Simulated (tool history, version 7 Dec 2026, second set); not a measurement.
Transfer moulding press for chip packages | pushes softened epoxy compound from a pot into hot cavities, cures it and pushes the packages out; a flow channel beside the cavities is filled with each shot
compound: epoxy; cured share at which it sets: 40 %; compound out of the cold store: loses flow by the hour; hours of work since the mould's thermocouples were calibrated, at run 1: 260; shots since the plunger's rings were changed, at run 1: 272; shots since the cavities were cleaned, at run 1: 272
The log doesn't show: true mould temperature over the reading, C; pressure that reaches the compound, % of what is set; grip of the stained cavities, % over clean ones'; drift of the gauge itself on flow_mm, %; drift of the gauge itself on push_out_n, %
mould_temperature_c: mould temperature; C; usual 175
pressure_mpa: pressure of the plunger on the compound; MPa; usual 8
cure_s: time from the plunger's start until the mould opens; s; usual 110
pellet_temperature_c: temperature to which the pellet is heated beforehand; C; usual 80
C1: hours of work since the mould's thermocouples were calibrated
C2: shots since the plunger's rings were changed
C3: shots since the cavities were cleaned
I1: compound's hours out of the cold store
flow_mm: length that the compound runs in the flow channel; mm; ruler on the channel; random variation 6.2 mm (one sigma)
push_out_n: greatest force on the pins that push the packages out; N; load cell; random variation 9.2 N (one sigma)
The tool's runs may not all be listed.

run 1 hour=0 | mould_temperature_c=175 pressure_mpa=8 cure_s=110 pellet_temperature_c=80 | C1=260 C2=272 C3=272 | I1=15.4 | flow_mm=926 push_out_n=422
run 2 hour=28 | mould_temperature_c=175 pressure_mpa=8 cure_s=110 pellet_temperature_c=80 | C1=274 C2=517 C3=517 | I1=19.5 | flow_mm=911 push_out_n=424
-- hour=38.1 cavities cleaned with cleaning compound and waxed
run 3 hour=66.8 | mould_temperature_c=179 pressure_mpa=8 cure_s=110 pellet_temperature_c=80 | C1=293 C2=844 C3=251 | I1=23.2 | flow_mm=868 push_out_n=396
run 4 hour=88.7 | mould_temperature_c=179 pressure_mpa=8 cure_s=110 pellet_temperature_c=80 | C1=304 C2=1035 C3=442 | I1=19.3 | flow_mm=884 push_out_n=399
-- hour=107.5 cavities cleaned with cleaning compound and waxed
run 5 hour=118.6 | mould_temperature_c=179 pressure_mpa=8 cure_s=110 pellet_temperature_c=80 | C1=318 C2=1284 C3=97 | I1=28.6 | flow_mm=858 push_out_n=402
run 6 hour=143.8 | mould_temperature_c=175 pressure_mpa=8.8 cure_s=110 pellet_temperature_c=80 | C1=331 C2=1504 C3=317 | I1=16.6 | flow_mm=965 push_out_n=420
-- hour=177.2 cavities cleaned with cleaning compound and waxed
run 7 hour=177.2 | mould_temperature_c=175 pressure_mpa=8.8 cure_s=110 pellet_temperature_c=80 | C1=347 C2=1783 C3=0 | I1=43.1 | flow_mm=880 push_out_n=417
run 8 hour=208.5 | mould_temperature_c=175 pressure_mpa=8.8 cure_s=110 pellet_temperature_c=80 | C1=363 C2=2057 C3=274 | I1=10.5 | flow_mm=982 push_out_n=424
run 9 hour=242 | mould_temperature_c=175 pressure_mpa=8 cure_s=110 pellet_temperature_c=80 | C1=380 C2=2350 C3=567 | I1=20 | flow_mm=897 push_out_n=414
-- hour=247.5 cavities cleaned with cleaning compound and waxed
run 10 hour=264.1 | mould_temperature_c=175 pressure_mpa=8 cure_s=110 pellet_temperature_c=80 | C1=390 C2=2530 C3=145 | I1=28.7 | flow_mm=868 push_out_n=408
run 11 hour=289.6 | mould_temperature_c=175 pressure_mpa=8 cure_s=110 pellet_temperature_c=70 | C1=403 C2=2753 C3=368 | I1=41.4 | flow_mm=839 push_out_n=412
-- hour=309.9 mould's thermocouples calibrated
-- hour=321.2 cavities cleaned with cleaning compound and waxed
run 12 hour=327.9 | mould_temperature_c=175 pressure_mpa=8 cure_s=110 pellet_temperature_c=70 | C1=8 C2=3057 C3=58 | I1=29.9 | flow_mm=879 push_out_n=426
run 13 hour=364.5 | mould_temperature_c=175 pressure_mpa=8 cure_s=136 pellet_temperature_c=80 | C1=27 C2=3378 C3=379 | I1=8 | flow_mm=937 push_out_n=397
-- hour=390.1 cavities cleaned with cleaning compound and waxed
run 14 hour=406 | mould_temperature_c=175 pressure_mpa=8 cure_s=136 pellet_temperature_c=80 | C1=47 C2=3727 C3=138 | I1=13.3 | flow_mm=910 push_out_n=397
run 15 hour=424.5 | mould_temperature_c=174 pressure_mpa=8 cure_s=110 pellet_temperature_c=80 | C1=56 C2=3890 C3=301 | I1=44.5 | flow_mm=840 push_out_n=419
run 16 hour=451.8 | mould_temperature_c=176 pressure_mpa=6.24 cure_s=108 pellet_temperature_c=81 | C1=70 C2=4128 C3=539 | I1=18.6 | flow_mm=794 push_out_n=390
-- hour=461.4 cavities cleaned with cleaning compound and waxed
run 17 hour=483.5 | mould_temperature_c=168 pressure_mpa=8 cure_s=92 pellet_temperature_c=80 | C1=85 C2=4392 C3=193 | I1=45.8 | flow_mm=843 push_out_n=719
-- hour=514 plunger's sealing rings changed
run 18 hour=521.5 | mould_temperature_c=178 pressure_mpa=6.75 cure_s=103 pellet_temperature_c=71 | C1=103 C2=66 C3=504 | I1=19.9 | flow_mm=819 push_out_n=423
-- hour=532.9 cavities cleaned with cleaning compound and waxed
run 19 hour=543.3 | mould_temperature_c=178 pressure_mpa=8 cure_s=110 pellet_temperature_c=82 | C1=113 C2=244 C3=91 | I1=35.9 | flow_mm=847 push_out_n=400
run 20 hour=566.9 | mould_temperature_c=178 pressure_mpa=7.88 cure_s=110 pellet_temperature_c=82 | C1=125 C2=451 C3=298 | I1=31.1 | flow_mm=861 push_out_n=385
-- hour=602.7 cavities cleaned with cleaning compound and waxed
run 21 hour=604.9 | mould_temperature_c=178 pressure_mpa=7.88 cure_s=110 pellet_temperature_c=82 | C1=143 C2=770 C3=19 | I1=24.6 | flow_mm=866 push_out_n=388
run 22 hour=624.1 | mould_temperature_c=177 pressure_mpa=8.14 cure_s=93 pellet_temperature_c=82 | C1=152 C2=937 C3=186 | I1=41 | flow_mm=835 push_out_n=442
run 23 hour=662.6 | mould_temperature_c=169 pressure_mpa=8 cure_s=110 pellet_temperature_c=80 | C1=172 C2=1274 C3=523 | I1=43.8 | flow_mm=858 push_out_n=502
-- hour=672.7 cavities cleaned with cleaning compound and waxed
run 24 hour=704 | mould_temperature_c=175 pressure_mpa=6.33 cure_s=110 pellet_temperature_c=80 | C1=192 C2=1624 C3=275 | I1=43.8 | flow_mm=747 push_out_n=408
run 25 hour=726.8 | mould_temperature_c=175 pressure_mpa=8 cure_s=144 pellet_temperature_c=89 | C1=203 C2=1823 C3=474 | I1=24.8 | flow_mm=890 push_out_n=381
-- hour=742 cavities cleaned with cleaning compound and waxed
run 26 hour=748.5 | mould_temperature_c=175 pressure_mpa=8 cure_s=144 pellet_temperature_c=89 | C1=213 C2=1999 C3=56 | I1=28.9 | flow_mm=880 push_out_n=401
run 27 hour=772.9 | mould_temperature_c=175 pressure_mpa=8 cure_s=144 pellet_temperature_c=89 | C1=226 C2=2213 C3=270 | I1=16.3 | flow_mm=909 push_out_n=395
run 28 hour=791.7 | mould_temperature_c=173 pressure_mpa=8 cure_s=110 pellet_temperature_c=80 | C1=235 C2=2378 C3=435 | I1=46.4 | flow_mm=830 push_out_n=440
-- hour=813.7 cavities cleaned with cleaning compound and waxed
run 29 hour=818.5 | mould_temperature_c=175 pressure_mpa=8 cure_s=110 pellet_temperature_c=89 | C1=248 C2=2599 C3=42 | I1=18.1 | flow_mm=909 push_out_n=422

Forecast each of these 3 alternatives for the next run:
run A hour=861 | mould_temperature_c=175 pressure_mpa=8 cure_s=94 pellet_temperature_c=72 | C1=269 C2=2970 C3=413 | I1=8.8 | flow_mm=? push_out_n=?
run B hour=861 | mould_temperature_c=175 pressure_mpa=8.47 cure_s=143 pellet_temperature_c=89 | C1=269 C2=2970 C3=413 | I1=34.8 | flow_mm=? push_out_n=?
run C hour=861 | mould_temperature_c=175 pressure_mpa=8.51 cure_s=148 pellet_temperature_c=84 | C1=269 C2=2970 C3=413 | I1=13.2 | flow_mm=? push_out_n=?

run=A flow_mm=942 push_out_n=504
run=B flow_mm=886 push_out_n=390
run=C flow_mm=949 push_out_n=384
Without the tool's hidden state the same runs would have given:
run=A flow_mm=942 push_out_n=501
run=B flow_mm=887 push_out_n=388
run=C flow_mm=950 push_out_n=382
